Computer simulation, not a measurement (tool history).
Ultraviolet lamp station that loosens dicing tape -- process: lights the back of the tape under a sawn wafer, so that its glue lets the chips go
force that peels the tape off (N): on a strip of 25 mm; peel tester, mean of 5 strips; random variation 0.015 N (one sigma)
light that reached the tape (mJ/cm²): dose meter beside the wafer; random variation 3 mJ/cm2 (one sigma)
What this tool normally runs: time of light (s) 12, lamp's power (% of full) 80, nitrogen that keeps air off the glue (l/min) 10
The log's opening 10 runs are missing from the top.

| run | hour | time of light (s) | lamp's power (% of full) | nitrogen that keeps air off the glue (l/min) | hours of work of the lamp | hours of work since the window was cleaned | force that peels the tape off (N) | light that reached the tape (mJ/cm²) |
|---|---|---|---|---|---|---|---|---|
| 11 | 300.6 | 6 | 80 | 10 | 512 | 458 | 2.829 | 147 |
|  | 304.4 | window cleaned of glue's vapour |
| 12 | 322.4 | 12 | 80 | 10 | 522 | 9 | 1.574 | 277 |
| 13 | 361.5 | 12 | 80 | 10 | 541 | 27 | 1.579 | 265 |
| 14 | 404.6 | 17 | 80 | 10 | 561 | 47 | 0.954 | 377 |
| 15 | 423.4 | 17 | 80 | 10 | 570 | 56 | 1.010 | 374 |
|  | 430.8 | window cleaned of glue's vapour, once more |
| 16 | 466.5 | 12 | 67 | 10 | 590 | 17 | 1.567 | 280 |
| 17 | 495.0 | 12 | 67 | 10 | 604 | 30 | 1.584 | 273 |
|  | 514.4 | lamp changed |
| 18 | 538.9 | 12 | 67 | 10 | 12 | 51 | 0.996 | 369 |
| 19 | 581.5 | 12 | 67 | 10 | 32 | 71 | 1.056 | 366 |
| 20 | 607.6 | 18 | 80 | 10 | 44 | 83 | 0.321 | 643 |
| 21 | 647.0 | 21 | 97 | 18 | 63 | 102 | 0.113 | 903 |
| 22 | 683.0 | 20 | 82 | 16 | 80 | 119 | 0.181 | 716 |
| 23 | 718.3 | 22 | 80 | 10 | 97 | 136 | 0.222 | 754 |
| 24 | 755.3 | 13 | 85 | 10 | 114 | 153 | 0.621 | 469 |
| 25 | 791.5 | 12 | 80 | 12 | 131 | 170 | 0.773 | 405 |
| 26 | 813.8 | 23 | 77 | 12 | 142 | 181 | 0.205 | 740 |
| 27 | 853.5 | 16 | 65 | 13 | 161 | 200 | 0.665 | 428 |
| 28 | 883.4 | 11 | 80 | 10 | 175 | 214 | 1.084 | 357 |
| 29 | 902.8 | 11 | 80 | 10 | 184 | 223 | 1.099 | 356 |
| 30 | 931.7 | 11 | 82 | 10 | 198 | 237 | 1.021 | 366 |
| 31 | 965.8 | 12 | 80 | 8 | 214 | 253 | 1.096 | 381 |
| 32 | 996.4 | 7 | 80 | 10 | 228 | 267 | 2.005 | 220 |
| 33 | 1026.6 | 21 | 87 | 4 | 243 | 282 | 0.576 | 714 |
| 34 | 1060.3 | 21 | 87 | 4 | 258 | 298 | 0.588 | 695 |

Forecast run 35:
| 35 | 1099.8 | 21 | 87 | 4 | 277 | 316 | ? | ? |

{"run 35": {"force that peels the tape off (N)": 0.609, "light that reached the tape (mJ/cm²)": 680}}
With the hidden condition absent and the run-to-run variation left alone, this run would have shown force that peels the tape off (N) 0.369, light that reached the tape (mJ/cm²) 853.
